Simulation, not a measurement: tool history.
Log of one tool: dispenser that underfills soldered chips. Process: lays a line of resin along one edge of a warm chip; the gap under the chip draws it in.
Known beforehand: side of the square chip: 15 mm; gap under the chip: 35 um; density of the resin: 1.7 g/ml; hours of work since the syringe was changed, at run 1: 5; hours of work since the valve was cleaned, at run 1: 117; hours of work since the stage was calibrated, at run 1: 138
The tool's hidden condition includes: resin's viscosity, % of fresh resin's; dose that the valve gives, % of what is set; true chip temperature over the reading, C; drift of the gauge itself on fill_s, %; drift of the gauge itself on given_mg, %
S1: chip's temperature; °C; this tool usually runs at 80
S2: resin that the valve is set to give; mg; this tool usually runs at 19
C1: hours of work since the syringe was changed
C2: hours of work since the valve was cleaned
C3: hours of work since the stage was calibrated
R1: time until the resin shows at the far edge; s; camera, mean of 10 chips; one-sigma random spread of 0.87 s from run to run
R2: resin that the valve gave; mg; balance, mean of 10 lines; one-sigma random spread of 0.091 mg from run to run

run	hour	S1	S2	C1	C2	C3	R1	R2
1	0	80	19	5	117	138	115.1	17.07
2	5.1	75	19	9	120	141	169.2	17.09
# hour 7.1: new syringe of resin
3	12.2	75	19	3	124	145	124.9	16.96
4	17.5	75	19.7	6	127	148	151.1	17.64
# hour 22.5: new syringe of resin
5	26.4	80	19	2	132	153	95.8	16.93
6	31.6	80	19.6	6	136	157	112.6	17.38
# hour 35: dispensing valve cleaned and set on the balance
# hour 39: new syringe of resin
7	40.3	80	19.6	1	3	161	83.5	19.65
8	45.6	80	19.6	4	6	164	99	19.46
9	51.5	80	19.6	8	10	168	126.5	19.33
# hour 54.5: new syringe of resin
10	57.4	80	19.6	2	13	171	89.3	19.36
11	63.7	80	19.6	6	17	175	111.5	19.41
# hour 70.4: new syringe of resin
12	72.4	80	19.6	1	22	180	86	19.06
13	81.1	80	19.6	7	28	186	116.2	19.13
# hour 85.9: new syringe of resin
14	86.2	77	19.6	0	31	189	92.8	18.91
15	90.5	68	19.6	3	33	191	166.3	19
16	94.3	76	19.6	5	36	194	131.6	18.9
# hour 101.8: new syringe of resin
17	102.4	79	19	0	40	198	87.3	18.28
18	109	79	19	4	44	202	110.6	18.1
19	116.6	79	19	9	49	207	148.4	18.19
# hour 117.4: new syringe of resin
20	122.5	81	19.2	3	52	210	91.1	18.27
21	130	79	19	8	57	215	133.7	18.13
# hour 133.3: new syringe of resin
22	137.1	80	17.5	2	61	219	95.9	16.62
23	144.5	80	17.5	7	66	224	124	16.42
# hour 148.9: new syringe of resin
24	150.8	80	17.5	1	69	227	88.9	16.49
25	154.8	65	16.9	4	72	230	202.5	15.8
26	161.6	65	16.9	8	76	234	255.6	15.75
# hour 164.5: new syringe of resin
27	170.3	85	23.4	4	81	239	78.1	21.53
28	178.1	81	16.6	8	86	244	130.4	15.29
# hour 180: new syringe of resin
29	183.4	78	23.9	2	89	247	98.1	21.93
30	189.6	77	21.1	6	93	251	126.6	19.21
# hour 195.8: new syringe of resin
31	196.9	77	21.1	1	97	255	92.5	19.28
32	204.1	94	21	5	101	259	58.5	19.14
33	209.2	88	18.1	8	105	263	95.4	16.49
# hour 211.7: new syringe of resin
34	216.5	88	18.1	3	109	267	71.5	16.21
35	221.5	88	18.1	6	112	270	84	16.37

What differs in the tool's unlogged condition from the final listed run ahead of each entry between runs to the first listed run following it?
Logged between run 2 and run 3: new syringe of resin (hour 7.1)
  resin's viscosity, % of fresh resin's: 164.9 -> 120.3; dose that the valve gives, % of what is set: 89.55 -> 89.18; true chip temperature over the reading, C: 0.3 -> 0.32
  the result without the hidden state subtracted from the measured one, R1: +68 -> +22.7 s; R2: -1.98 -> -2.06 mg
Logged between run 4 and run 5: new syringe of resin (hour 22.5)
  resin's viscosity, % of fresh resin's: 145.5 -> 112.8; dose that the valve gives, % of what is set: 88.89 -> 88.43; true chip temperature over the reading, C: 0.34 -> 0.36
  the result without the hidden state subtracted from the measured one, R1: +48.5 -> +12.4 s; R2: -2.19 -> -2.21 mg
Logged between run 6 and run 7: dispensing valve cleaned and set on the balance (hour 35); new syringe of resin (hour 39)
  resin's viscosity, % of fresh resin's: 136.2 -> 103.8; dose that the valve gives, % of what is set: 88.12 -> 99.69; true chip temperature over the reading, C: 0.38 -> 0.4
  the result without the hidden state subtracted from the measured one, R1: +31.1 -> +1.8 s; R2: -2.33 -> -0.07 mg
Logged between run 9 and run 10: new syringe of resin (hour 54.5)
  resin's viscosity, % of fresh resin's: 155.4 -> 110.5; dose that the valve gives, % of what is set: 99.04 -> 98.75; true chip temperature over the reading, C: 0.43 -> 0.45
  the result without the hidden state subtracted from the measured one, R1: +43.8 -> +7.1 s; R2: -0.18 -> -0.25 mg
Logged between run 11 and run 12: new syringe of resin (hour 70.4)
  resin's viscosity, % of fresh resin's: 138.7 -> 105.9; dose that the valve gives, % of what is set: 98.41 -> 97.97; true chip temperature over the reading, C: 0.47 -> 0.49
  the result without the hidden state subtracted from the measured one, R1: +29.8 -> +3.3 s; R2: -0.31 -> -0.4 mg
Logged between run 13 and run 14: new syringe of resin (hour 85.9)
  resin's viscosity, % of fresh resin's: 144.5 -> 102.4; dose that the valve gives, % of what is set: 97.51 -> 97.24; true chip temperature over the reading, C: 0.52 -> 0.53
  the result without the hidden state subtracted from the measured one, R1: +34.6 -> +0.6 s; R2: -0.48 -> -0.54 mg
Logged between run 16 and run 17: new syringe of resin (hour 101.8)
  resin's viscosity, % of fresh resin's: 136.9 -> 103.8; dose that the valve gives, % of what is set: 96.77 -> 96.37; true chip temperature over the reading, C: 0.55 -> 0.57
  the result without the hidden state subtracted from the measured one, R1: +33.7 -> +1.8 s; R2: -0.63 -> -0.69 mg
Logged between run 19 and run 20: new syringe of resin (hour 117.4)
  resin's viscosity, % of fresh resin's: 173.2 -> 118.4; dose that the valve gives, % of what is set: 95.63 -> 95.33; true chip temperature over the reading, C: 0.61 -> 0.63
  the result without the hidden state subtracted from the measured one, R1: +61.5 -> +12.9 s; R2: -0.83 -> -0.89 mg
Logged between run 21 and run 22: new syringe of resin (hour 133.3)
  resin's viscosity, % of fresh resin's: 155.1 -> 116.8; dose that the valve gives, % of what is set: 94.93 -> 94.59; true chip temperature over the reading, C: 0.65 -> 0.67
  the result without the hidden state subtracted from the measured one, R1: +46.1 -> +12.9 s; R2: -0.97 -> -0.95 mg
Logged between run 23 and run 24: new syringe of resin (hour 148.9)
  resin's viscosity, % of fresh resin's: 152.3 -> 106.9; dose that the valve gives, % of what is set: 94.21 -> 93.88; true chip temperature over the reading, C: 0.69 -> 0.7
  the result without the hidden state subtracted from the measured one, R1: +41.8 -> +4.9 s; R2: -1.02 -> -1.08 mg
Logged between run 26 and run 27: new syringe of resin (hour 164.5)
  resin's viscosity, % of fresh resin's: 157.3 -> 122.7; dose that the valve gives, % of what is set: 93.26 -> 92.82; true chip temperature over the reading, C: 0.74 -> 0.76
  the result without the hidden state subtracted from the measured one, R1: +91.8 -> +12.7 s; R2: -1.13 -> -1.68 mg
Logged between run 28 and run 29: new syringe of resin (hour 180)
  resin's viscosity, % of fresh resin's: 162.3 -> 114.4; dose that the valve gives, % of what is set: 92.43 -> 92.16; true chip temperature over the reading, C: 0.78 -> 0.79
  the result without the hidden state subtracted from the measured one, R1: +50 -> +9.8 s; R2: -1.26 -> -1.87 mg
Logged between run 30 and run 31: new syringe of resin (hour 195.8)
  resin's viscosity, % of fresh resin's: 143 -> 103.5; dose that the valve gives, % of what is set: 91.84 -> 91.48; true chip temperature over the reading, C: 0.81 -> 0.83
  the result without the hidden state subtracted from the measured one, R1: +36.1 -> +1.1 s; R2: -1.72 -> -1.79 mg
Logged between run 33 and run 34: new syringe of resin (hour 211.7)
  resin's viscosity, % of fresh resin's: 160.9 -> 119.1; dose that the valve gives, % of what is set: 90.79 -> 90.41; true chip temperature over the reading, C: 0.86 -> 0.88
  the result without the hidden state subtracted from the measured one, R1: +35.7 -> +11.2 s; R2: -1.67 -> -1.72 mg
